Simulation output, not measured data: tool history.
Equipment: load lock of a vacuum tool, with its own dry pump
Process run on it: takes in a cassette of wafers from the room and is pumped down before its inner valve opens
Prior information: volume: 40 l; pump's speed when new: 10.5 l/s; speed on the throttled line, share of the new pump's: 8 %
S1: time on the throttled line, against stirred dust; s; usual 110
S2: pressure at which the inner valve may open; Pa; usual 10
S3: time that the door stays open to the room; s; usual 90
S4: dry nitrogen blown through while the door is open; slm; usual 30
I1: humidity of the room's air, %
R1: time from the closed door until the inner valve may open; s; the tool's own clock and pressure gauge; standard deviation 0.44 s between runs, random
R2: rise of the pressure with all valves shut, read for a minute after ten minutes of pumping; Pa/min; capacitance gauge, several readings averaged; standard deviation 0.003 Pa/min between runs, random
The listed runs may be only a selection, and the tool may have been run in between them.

run   hour   S1  S2  S3  S4    I1     R1     R2
  1      0  110  10  90  30  44.1  137.2   0.34
  2    182  110   8  90  30  47.6  137.8  0.365
  3  291.6  110   8  90  30    48    138  0.363
  4  477.3  110   8  90  30  46.2  137.5  0.377
  5  578.6  110  10  90  30  45.9  137.2  0.377
  6  737.4  110  10  90  30  45.8  137.5  0.379

Predict the results of run 7:
  7  877.7  110  14  155  30  44.6   ?   ?

Run 7 came out at R1 134.7 s, R2 0.413 Pa/min.
With the hidden condition absent and the run-to-run variation left alone, this run would have shown R1 133.8 s, R2 0.069 Pa/min.
